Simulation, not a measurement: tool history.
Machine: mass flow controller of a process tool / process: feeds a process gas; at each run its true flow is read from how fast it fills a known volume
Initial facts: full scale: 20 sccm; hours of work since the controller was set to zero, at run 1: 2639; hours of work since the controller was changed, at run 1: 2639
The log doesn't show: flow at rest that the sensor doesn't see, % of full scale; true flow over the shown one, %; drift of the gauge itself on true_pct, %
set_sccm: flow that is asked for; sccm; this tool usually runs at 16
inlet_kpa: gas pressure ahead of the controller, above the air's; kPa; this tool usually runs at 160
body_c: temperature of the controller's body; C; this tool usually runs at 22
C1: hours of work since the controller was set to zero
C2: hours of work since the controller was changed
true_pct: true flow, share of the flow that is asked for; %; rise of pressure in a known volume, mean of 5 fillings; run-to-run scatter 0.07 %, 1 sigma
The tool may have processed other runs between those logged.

{"run": 1, "hour": 0.0, "set_sccm": 16, "inlet_kpa": 160, "body_c": 22, "C1": 2639, "C2": 2639, "true_pct": 98.95}
{"run": 2, "hour": 159.3, "set_sccm": 16, "inlet_kpa": 160, "body_c": 22, "C1": 2760, "C2": 2760, "true_pct": 98.79}
{"run": 3, "hour": 357.5, "set_sccm": 16, "inlet_kpa": 157, "body_c": 22, "C1": 2911, "C2": 2911, "true_pct": 98.74}
{"run": 4, "hour": 618.8, "set_sccm": 16, "inlet_kpa": 160, "body_c": 22, "C1": 3111, "C2": 3111, "true_pct": 98.42}
{"run": 5, "hour": 808.1, "set_sccm": 16, "inlet_kpa": 160, "body_c": 22, "C1": 3255, "C2": 3255, "true_pct": 98.45}
{"run": 6, "hour": 942.8, "set_sccm": 16, "inlet_kpa": 146, "body_c": 22, "C1": 3358, "C2": 3358, "true_pct": 98.26}
{"run": 7, "hour": 1133.9, "set_sccm": 16, "inlet_kpa": 160, "body_c": 32, "C1": 3504, "C2": 3504, "true_pct": 99.29}
{"run": 8, "hour": 1407.5, "set_sccm": 16, "inlet_kpa": 160, "body_c": 32, "C1": 3712, "C2": 3712, "true_pct": 99.13}
{"run": 9, "hour": 1575.1, "set_sccm": 16, "inlet_kpa": 160, "body_c": 32, "C1": 3840, "C2": 3840, "true_pct": 99.16}
{"run": 10, "hour": 1745.8, "set_sccm": 16, "inlet_kpa": 160, "body_c": 32, "C1": 3970, "C2": 3970, "true_pct": 98.73}
{"run": 11, "hour": 1978.6, "set_sccm": 16, "inlet_kpa": 149, "body_c": 22, "C1": 4148, "C2": 4148, "true_pct": 97.67}
{"run": 12, "hour": 2203.2, "set_sccm": 16, "inlet_kpa": 160, "body_c": 22, "C1": 4319, "C2": 4319, "true_pct": 97.46}
{"run": 13, "hour": 2476.5, "set_sccm": 16, "inlet_kpa": 160, "body_c": 22, "C1": 4528, "C2": 4528, "true_pct": 97.18}
{"hour": 2521.6, "done": "gauge calibrated"}
{"run": 14, "hour": 2661.3, "set_sccm": 6, "inlet_kpa": 175, "body_c": 22, "C1": 4669, "C2": 4669, "true_pct": 97.64}
{"run": 15, "hour": 2829.2, "set_sccm": 6, "inlet_kpa": 175, "body_c": 22, "C1": 4797, "C2": 4797, "true_pct": 97.6}
{"run": 16, "hour": 2974.9, "set_sccm": 5, "inlet_kpa": 207, "body_c": 26, "C1": 4908, "C2": 4908, "true_pct": 97.91}
{"run": 17, "hour": 3098.3, "set_sccm": 5, "inlet_kpa": 207, "body_c": 26, "C1": 5002, "C2": 5002, "true_pct": 97.85}
{"run": 18, "hour": 3353.0, "set_sccm": 19, "inlet_kpa": 267, "body_c": 34, "C1": 5196, "C2": 5196, "true_pct": 100.61}
{"run": 19, "hour": 3492.7, "set_sccm": 19, "inlet_kpa": 267, "body_c": 34, "C1": 5303, "C2": 5303, "true_pct": 100.56}
{"run": 20, "hour": 3712.2, "set_sccm": 9, "inlet_kpa": 151, "body_c": 23, "C1": 5470, "C2": 5470, "true_pct": 97.3}
{"run": 21, "hour": 3847.2, "set_sccm": 13, "inlet_kpa": 160, "body_c": 22, "C1": 5573, "C2": 5573, "true_pct": 97.74}
{"run": 22, "hour": 4116.9, "set_sccm": 5, "inlet_kpa": 253, "body_c": 39, "C1": 5779, "C2": 5779, "true_pct": 98.88}
{"run": 23, "hour": 4271.6, "set_sccm": 6, "inlet_kpa": 238, "body_c": 27, "C1": 5897, "C2": 5897, "true_pct": 97.4}
{"run": 24, "hour": 4489.7, "set_sccm": 6, "inlet_kpa": 238, "body_c": 27, "C1": 6063, "C2": 6063, "true_pct": 97.29}

Below are 3 alternative next runs, each starting from the tool's condition after run 24. Predict each:
{"run": "A", "hour": 4662.5, "set_sccm": 6, "inlet_kpa": 238, "body_c": 32, "C1": 6195, "C2": 6195, "true_pct": "?"}
{"run": "B", "hour": 4662.5, "set_sccm": 16, "inlet_kpa": 154, "body_c": 22, "C1": 6195, "C2": 6195, "true_pct": "?"}
{"run": "C", "hour": 4662.5, "set_sccm": 6, "inlet_kpa": 228, "body_c": 24, "C1": 6195, "C2": 6195, "true_pct": "?"}

run=A true_pct=97.59
run=B true_pct=97.48
run=C true_pct=96.85
What these runs would have given with no unlogged condition in the tool:
run=A true_pct=99.04
run=B true_pct=98.93
run=C true_pct=98.29
